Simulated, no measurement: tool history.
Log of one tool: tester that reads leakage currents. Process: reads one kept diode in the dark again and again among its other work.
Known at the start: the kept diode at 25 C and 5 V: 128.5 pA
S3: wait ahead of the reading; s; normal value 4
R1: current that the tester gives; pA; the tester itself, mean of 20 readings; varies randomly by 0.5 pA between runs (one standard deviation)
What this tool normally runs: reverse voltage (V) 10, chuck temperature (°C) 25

Run 1, hour 0: usual settings. Result: R1 166.63 pA.
Run 2, hour 131.6: usual settings but reverse voltage (V) 1.4. Result: R1 81.13 pA.
Run 3, hour 272.1: usual settings but reverse voltage (V) 1.4, S3 5.33 s. Result: R1 80.69 pA.
Run 4, hour 468: usual settings but reverse voltage (V) 1.4, S3 5.33 s. Result: R1 80.3 pA.
Run 5, hour 634.5: usual settings but chuck temperature (°C) 21. Result: R1 120.93 pA.
Run 6, hour 770.1: usual settings. Result: R1 164.93 pA.
Run 7, hour 904.6: usual settings but S3 0.68 s. Result: R1 167.6 pA.
Run 8, hour 1004: usual settings but S3 0.68 s. Result: R1 166.49 pA.
Run 9, hour 1100.3: usual settings but S3 0.68 s. Result: R1 166.31 pA.
Run 10, hour 1296.1: usual settings but S3 0.68 s. Result: R1 167.37 pA.
Run 11, hour 1473.8: usual settings but S3 0.68 s. Result: R1 166.32 pA.
Run 12, hour 1600.2: usual settings but S3 0.68 s. Result: R1 167.31 pA.
Run 13, hour 1799.2: usual settings but reverse voltage (V) 1.3, chuck temperature (°C) 49, S3 0.34 s. Result: R1 440.38 pA.
Run 14, hour 1974.4: usual settings but chuck temperature (°C) 56, S3 6.48 s. Result: R1 1479.91 pA.
Run 15, hour 2166.2: usual settings but reverse voltage (V) 1, chuck temperature (°C) 27, S3 2.84 s. Result: R1 83.12 pA.
Run 16, hour 2248.6: usual settings but reverse voltage (V) 1, chuck temperature (°C) 27, S3 2.84 s. Result: R1 82.75 pA.
Run 17, hour 2436.3: usual settings but reverse voltage (V) 1, chuck temperature (°C) 27, S3 2.84 s. Result: R1 82.83 pA.
Run 18, hour 2566.4: usual settings but reverse voltage (V) 8.4. Result: R1 155.32 pA.
Run 19, hour 2766.1: usual settings but reverse voltage (V) 8.4. Result: R1 155.35 pA.
Run 20, hour 2959.6: usual settings but reverse voltage (V) 3.6, chuck temperature (°C) 50, S3 0.91 s. Result: R1 686.85 pA.
Run 21, hour 3162: usual settings but reverse voltage (V) 3.6, chuck temperature (°C) 50, S3 0.91 s. Result: R1 688.53 pA.
Run 22, hour 3260.1: usual settings but reverse voltage (V) 2.1, chuck temperature (°C) 51, S3 3.21 s. Result: R1 597.51 pA.
Run 23, hour 3463.9: usual settings but reverse voltage (V) 17.6, chuck temperature (°C) 41. Result: R1 659.06 pA.
Run 24, hour 3594.8: usual settings but reverse voltage (V) 17.6, chuck temperature (°C) 41. Result: R1 666.36 pA.

Taken out of this log: 2 entries between the listed runs. Where each belongs, and how the hidden state differs across it:
Between runs 11 and 12: chuck's temperature calibrated (hour 1581.9)
  true chuck temperature over the reading, C: -0.02 -> 0
  the result without the hidden state subtracted from the measured one, R1: -0.22 -> +0.09 pA
Between runs 19 and 20: probe card cleaned and baked (hour 2849.3)
  stray current of the dirty probe card, pA a volt: 0.032 -> 0.02
  the result without the hidden state subtracted from the measured one, R1: -0.07 -> -0.76 pA

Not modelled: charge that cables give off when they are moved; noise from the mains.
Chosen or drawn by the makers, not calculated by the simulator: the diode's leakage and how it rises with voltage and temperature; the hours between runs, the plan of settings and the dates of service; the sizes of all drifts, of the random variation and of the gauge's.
